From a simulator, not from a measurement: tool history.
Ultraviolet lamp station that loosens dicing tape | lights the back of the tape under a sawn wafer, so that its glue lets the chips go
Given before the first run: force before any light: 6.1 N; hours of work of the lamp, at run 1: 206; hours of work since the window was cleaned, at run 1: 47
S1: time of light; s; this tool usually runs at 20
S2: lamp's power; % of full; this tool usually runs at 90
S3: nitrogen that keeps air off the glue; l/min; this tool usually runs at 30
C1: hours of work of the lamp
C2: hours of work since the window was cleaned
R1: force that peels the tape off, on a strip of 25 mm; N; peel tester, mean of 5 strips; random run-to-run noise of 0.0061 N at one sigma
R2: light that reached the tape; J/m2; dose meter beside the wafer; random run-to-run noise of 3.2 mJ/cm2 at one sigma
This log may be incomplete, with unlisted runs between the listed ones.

run 1 hour=0.0 | S1=20 S2=90 S3=30 | C1=206 C2=47 | R1=0.190 R2=4590
run 2 hour=32.8 | S1=20 S2=90 S3=30 | C1=221 C2=63 | R1=0.199 R2=4540
run 3 hour=62.5 | S1=20 S2=88 S3=30 | C1=236 C2=78 | R1=0.201 R2=4390
run 4 hour=90.2 | S1=20 S2=88 S3=30 | C1=249 C2=91 | R1=0.215 R2=4330
run 5 hour=106.8 | S1=20 S2=88 S3=30 | C1=257 C2=99 | R1=0.201 R2=4300
run 6 hour=140.6 | S1=15 S2=88 S3=30 | C1=273 C2=115 | R1=0.350 R2=3170
run 7 hour=176.1 | S1=30 S2=90 S3=30 | C1=291 C2=132 | R1=0.164 R2=6370
run 8 hour=199.8 | S1=30 S2=90 S3=30 | C1=302 C2=144 | R1=0.159 R2=6340
run 9 hour=217.1 | S1=30 S2=90 S3=30 | C1=310 C2=152 | R1=0.160 R2=6360
run 10 hour=250.0 | S1=30 S2=90 S3=30 | C1=326 C2=168 | R1=0.155 R2=6230
run 11 hour=277.8 | S1=34 S2=90 S3=30 | C1=340 C2=182 | R1=0.150 R2=7030
run 12 hour=292.9 | S1=34 S2=90 S3=30 | C1=347 C2=189 | R1=0.152 R2=7020
run 13 hour=316.0 | S1=34 S2=90 S3=30 | C1=358 C2=200 | R1=0.159 R2=6900
run 14 hour=334.4 | S1=20 S2=90 S3=30 | C1=367 C2=209 | R1=0.231 R2=4060
run 15 hour=356.4 | S1=20 S2=90 S3=30 | C1=378 C2=219 | R1=0.236 R2=4000
run 16 hour=386.7 | S1=20 S2=74 S3=30 | C1=392 C2=234 | R1=0.330 R2=3210
run 17 hour=420.1 | S1=20 S2=74 S3=30 | C1=408 C2=250 | R1=0.335 R2=3200
run 18 hour=448.9 | S1=20 S2=90 S3=30 | C1=422 C2=264 | R1=0.239 R2=3830
run 19 hour=472.6 | S1=20 S2=68 S3=30 | C1=434 C2=275 | R1=0.422 R2=2860
run 20 hour=501.9 | S1=20 S2=68 S3=30 | C1=448 C2=290 | R1=0.426 R2=2830
run 21 hour=530.2 | S1=11 S2=90 S3=30 | C1=461 C2=303 | R1=0.830 R2=2060
run 22 hour=553.8 | S1=38 S2=88 S3=27 | C1=473 C2=315 | R1=0.154 R2=6880
run 23 hour=577.5 | S1=35 S2=88 S3=22 | C1=484 C2=326 | R1=0.175 R2=6300
run 24 hour=593.7 | S1=35 S2=69 S3=22 | C1=492 C2=334 | R1=0.221 R2=4860
run 25 hour=613.5 | S1=37 S2=90 S3=38 | C1=502 C2=343 | R1=0.152 R2=6700
run 26 hour=644.1 | S1=20 S2=81 S3=25 | C1=516 C2=358 | R1=0.380 R2=3220
run 27 hour=664.3 | S1=20 S2=81 S3=25 | C1=526 C2=368 | R1=0.398 R2=3180
run 28 hour=697.9 | S1=20 S2=81 S3=25 | C1=542 C2=384 | R1=0.409 R2=3150
run 29 hour=723.7 | S1=20 S2=81 S3=25 | C1=555 C2=397 | R1=0.428 R2=3160
-- hour=752.6 window cleaned of glue's vapour
run 30 hour=757.5 | S1=29 S2=73 S3=39 | C1=571 C2=2 | R1=0.179 R2=4810
run 31 hour=789.1 | S1=29 S2=73 S3=39 | C1=586 C2=18 | R1=0.176 R2=4810
run 32 hour=809.2 | S1=13 S2=69 S3=15 | C1=596 C2=27 | R1=1.344 R2=2040
run 33 hour=834.7 | S1=13 S2=93 S3=10 | C1=608 C2=40 | R1=1.089 R2=2670
run 34 hour=865.4 | S1=13 S2=93 S3=10 | C1=623 C2=54 | R1=1.169 R2=2690
run 35 hour=894.2 | S1=12 S2=93 S3=10 | C1=637 C2=68 | R1=1.308 R2=2420
run 36 hour=917.0 | S1=20 S2=90 S3=35 | C1=648 C2=79 | R1=0.226 R2=3890
run 37 hour=943.2 | S1=28 S2=90 S3=34 | C1=661 C2=92 | R1=0.169 R2=5370
run 38 hour=970.2 | S1=28 S2=90 S3=34 | C1=674 C2=105 | R1=0.164 R2=5290
run 39 hour=988.9 | S1=20 S2=90 S3=42 | C1=683 C2=114 | R1=0.205 R2=3690
run 40 hour=1024.4 | S1=20 S2=90 S3=35 | C1=700 C2=131 | R1=0.235 R2=3720
run 41 hour=1059.2 | S1=13 S2=76 S3=24 | C1=716 C2=148 | R1=0.964 R2=1970
run 42 hour=1090.6 | S1=13 S2=76 S3=27 | C1=732 C2=163 | R1=0.921 R2=1970

Below are 4 alternative next runs, each starting from the tool's condition after run 42. Predict each:
run A hour=1113.5 | S1=18 S2=71 S3=59 | C1=743 C2=174 | R1=? R2=?
run B hour=1113.5 | S1=10 S2=90 S3=30 | C1=743 C2=174 | R1=? R2=?
run C hour=1113.5 | S1=23 S2=62 S3=18 | C1=743 C2=174 | R1=? R2=?
run D hour=1113.5 | S1=20 S2=77 S3=14 | C1=743 C2=174 | R1=? R2=?

run=A R1=0.335 R2=2520
run=B R1=1.034 R2=1800
run=C R1=0.633 R2=2810
run=D R1=0.713 R2=3080
Had the tool no hidden state, the same runs would have come out as:
run=A R1=0.198 R2=3510
run=B R1=0.570 R2=2500
run=C R1=0.329 R2=3910
run=D R1=0.378 R2=4280

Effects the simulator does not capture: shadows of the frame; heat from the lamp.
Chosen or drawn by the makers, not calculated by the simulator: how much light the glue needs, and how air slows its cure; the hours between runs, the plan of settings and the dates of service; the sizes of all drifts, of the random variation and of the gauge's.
